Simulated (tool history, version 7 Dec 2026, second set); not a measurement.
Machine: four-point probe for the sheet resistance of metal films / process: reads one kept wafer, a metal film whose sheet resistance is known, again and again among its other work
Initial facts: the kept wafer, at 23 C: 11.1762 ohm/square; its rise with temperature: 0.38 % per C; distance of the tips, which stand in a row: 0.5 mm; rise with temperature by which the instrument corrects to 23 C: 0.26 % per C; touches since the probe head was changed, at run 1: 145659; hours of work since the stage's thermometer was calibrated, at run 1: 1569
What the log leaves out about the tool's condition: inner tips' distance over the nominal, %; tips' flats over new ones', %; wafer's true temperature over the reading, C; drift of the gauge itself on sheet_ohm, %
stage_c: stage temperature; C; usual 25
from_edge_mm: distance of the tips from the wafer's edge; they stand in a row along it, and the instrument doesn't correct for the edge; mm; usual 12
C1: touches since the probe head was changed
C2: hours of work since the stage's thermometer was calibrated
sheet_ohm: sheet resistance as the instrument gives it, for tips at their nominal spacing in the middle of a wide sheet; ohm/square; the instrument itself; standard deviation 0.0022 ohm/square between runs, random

Run 1, hour 0.0: usual settings; C1 145659; C2 1569. Result: sheet_ohm 11.147753 ohm/square.
Run 2, hour 104.6: usual settings but stage_c 29 C; C1 149301; C2 1613. Result: sheet_ohm 11.197488 ohm/square.
Run 3, hour 158.0: usual settings but stage_c 29 C; C1 151162; C2 1636. Result: sheet_ohm 11.195995 ohm/square.
Run 4, hour 219.7: usual settings but stage_c 34 C; C1 153312; C2 1663. Result: sheet_ohm 11.259830 ohm/square.
Run 5, hour 290.3: usual settings but stage_c 34 C; C1 155768; C2 1693. Result: sheet_ohm 11.262164 ohm/square.
Run 6, hour 394.0: usual settings but stage_c 34 C; C1 159380; C2 1737. Result: sheet_ohm 11.258497 ohm/square.
Run 7, hour 502.4: usual settings but stage_c 34 C; C1 163157; C2 1784. Result: sheet_ohm 11.254730 ohm/square.
Run 8, hour 620.3: usual settings but stage_c 34 C; C1 167261; C2 1834. Result: sheet_ohm 11.251708 ohm/square.
Run 9, hour 736.4: usual settings but stage_c 34 C; C1 171305; C2 1884. Result: sheet_ohm 11.249553 ohm/square.
Run 10, hour 837.2: usual settings but stage_c 34 C; C1 174815; C2 1927. Result: sheet_ohm 11.250471 ohm/square.
Run 11, hour 915.6: usual settings but stage_c 34 C; C1 177546; C2 1960. Result: sheet_ohm 11.245567 ohm/square.
Run 12, hour 1002.1: usual settings; C1 180557; C2 1997. Result: sheet_ohm 11.128460 ohm/square.
Run 13, hour 1063.6: usual settings but from_edge_mm 74 mm; C1 182699; C2 2024. Result: sheet_ohm 11.115570 ohm/square.
Run 14, hour 1118.2: usual settings but stage_c 20 C; C1 184599; C2 2047. Result: sheet_ohm 11.056631 ohm/square.
Run 15, hour 1186.9: usual settings but from_edge_mm 57 mm; C1 186993; C2 2077. Result: sheet_ohm 11.113318 ohm/square.
Run 16, hour 1302.7: usual settings but from_edge_mm 57 mm; C1 191024; C2 2126. Result: sheet_ohm 11.109067 ohm/square.
Run 17, hour 1422.6: usual settings but from_edge_mm 57 mm; C1 195202; C2 2177. Result: sheet_ohm 11.109628 ohm/square.
Run 18, hour 1544.7: usual settings but stage_c 26 C, from_edge_mm 46 mm; C1 199453; C2 2230. Result: sheet_ohm 11.120178 ohm/square.
Run 19, hour 1615.1: usual settings but stage_c 19 C, from_edge_mm 35 mm; C1 201907; C2 2260. Result: sheet_ohm 11.024437 ohm/square.
Run 20, hour 1679.0: usual settings but stage_c 19 C, from_edge_mm 35 mm; C1 204130; C2 2287. Result: sheet_ohm 11.026660 ohm/square.
At hour 1765.8: new probe head fitted.
Run 21, hour 1781.7: usual settings but stage_c 22 C, from_edge_mm 59 mm; C1 551; C2 2331. Result: sheet_ohm 11.157445 ohm/square.
Run 22, hour 1893.2: usual settings but stage_c 28 C, from_edge_mm 15 mm; C1 4433; C2 2378. Result: sheet_ohm 11.238641 ohm/square.
Run 23, hour 1963.1: usual settings but stage_c 29 C, from_edge_mm 60 mm; C1 6871; C2 2408. Result: sheet_ohm 11.248639 ohm/square.
Run 24, hour 2039.9: usual settings but stage_c 19 C; C1 9545; C2 2441. Result: sheet_ohm 11.123224 ohm/square.
Run 25, hour 2123.9: usual settings but stage_c 27 C, from_edge_mm 56 mm; C1 12468; C2 2477. Result: sheet_ohm 11.214854 ohm/square.
Run 26, hour 2246.6: usual settings but from_edge_mm 22 mm; C1 16743; C2 2530. Result: sheet_ohm 11.187410 ohm/square.
Run 27, hour 2360.0: usual settings but from_edge_mm 22 mm; C1 20692; C2 2578. Result: sheet_ohm 11.185925 ohm/square.
Run 28, hour 2439.6: usual settings but from_edge_mm 22 mm; C1 23464; C2 2612. Result: sheet_ohm 11.183171 ohm/square.
Run 29, hour 2545.5: usual settings but from_edge_mm 22 mm; C1 27153; C2 2658. Result: sheet_ohm 11.182724 ohm/square.

Consider 4 possible next runs. They are alternatives, not a sequence: every one starts from the tool as it was left by run 29. What does each give?
Run A, hour 2667.2: usual settings but stage_c 20 C; C1 31390; C2 2710. Result: sheet_ohm ?.
Run B, hour 2667.2: usual settings but stage_c 21 C, from_edge_mm 6 mm; C1 31390; C2 2710. Result: sheet_ohm ?.
Run C, hour 2667.2: usual settings but from_edge_mm 27 mm; C1 31390; C2 2710. Result: sheet_ohm ?.
Run D, hour 2667.2: usual settings but stage_c 24 C, from_edge_mm 4 mm; C1 31390; C2 2710. Result: sheet_ohm ?.

run  sheet_ohm
  A  11.119949
  B  11.165341
  C  11.184355
  D  11.256042
With no hidden state in the tool, these same runs would have given:
run  sheet_ohm
  A  11.144487
  B  11.190064
  C  11.209506
  D  11.281231

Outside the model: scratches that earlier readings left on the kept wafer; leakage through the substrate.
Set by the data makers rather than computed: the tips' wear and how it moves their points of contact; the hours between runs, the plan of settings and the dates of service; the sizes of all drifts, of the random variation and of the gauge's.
